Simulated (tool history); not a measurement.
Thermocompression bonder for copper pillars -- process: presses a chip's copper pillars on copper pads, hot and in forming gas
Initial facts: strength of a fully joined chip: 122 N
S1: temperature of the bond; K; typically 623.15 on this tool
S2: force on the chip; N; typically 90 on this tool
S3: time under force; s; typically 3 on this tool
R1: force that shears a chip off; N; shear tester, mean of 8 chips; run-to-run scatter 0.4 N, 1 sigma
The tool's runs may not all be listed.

| run | day | S1 | S2 | S3 | R1 |
|---|---|---|---|---|---|
| 1 | 0.000 | 623.15 | 90 | 3 | 90.2 |
| 2 | 0.517 | 623.15 | 119 | 3 | 101.9 |
| 3 | 1.008 | 652.15 | 119 | 3 | 109.2 |
| 4 | 1.442 | 652.15 | 119 | 3 | 109.9 |
| 5 | 1.733 | 652.15 | 92 | 3 | 101.2 |
| 6 | 2.254 | 652.15 | 92 | 5 | 109.0 |
| 7 | 2.717 | 652.15 | 92 | 5 | 107.5 |
| 8 | 2.988 | 652.15 | 92 | 5 | 108.7 |
| 9 | 3.312 | 652.15 | 121 | 2 | 103.6 |
| 10 | 3.588 | 630.15 | 85 | 5 | 99.7 |
| 11 | 3.892 | 642.15 | 85 | 6 | 106.0 |
| 12 | 4.483 | 642.15 | 85 | 6 | 105.5 |
| 13 | 4.754 | 613.15 | 90 | 6 | 99.0 |
| 14 | 5.071 | 623.15 | 112 | 3 | 99.2 |
| 15 | 5.571 | 623.15 | 112 | 3 | 99.3 |
| 16 | 5.883 | 606.15 | 111 | 7 | 106.5 |

Predict each of these 4 candidate next runs independently; none follows another, all start after run 16:
| A | 6.508 | 652.15 | 86 | 3 | ? |
| B | 6.508 | 642.15 | 75 | 6 | ? |
| C | 6.508 | 623.15 | 79 | 3 | ? |
| D | 6.508 | 606.15 | 133 | 5 | ? |

| run | R1 |
|---|---|
| A | 97.9 |
| B | 101.1 |
| C | 83.4 |
| D | 107.6 |
With the hidden condition removed and each run's random variation left untouched, the same runs would have given:
| run | R1 |
|---|---|
| A | 99.1 |
| B | 102.5 |
| C | 83.5 |
| D | 109.5 |

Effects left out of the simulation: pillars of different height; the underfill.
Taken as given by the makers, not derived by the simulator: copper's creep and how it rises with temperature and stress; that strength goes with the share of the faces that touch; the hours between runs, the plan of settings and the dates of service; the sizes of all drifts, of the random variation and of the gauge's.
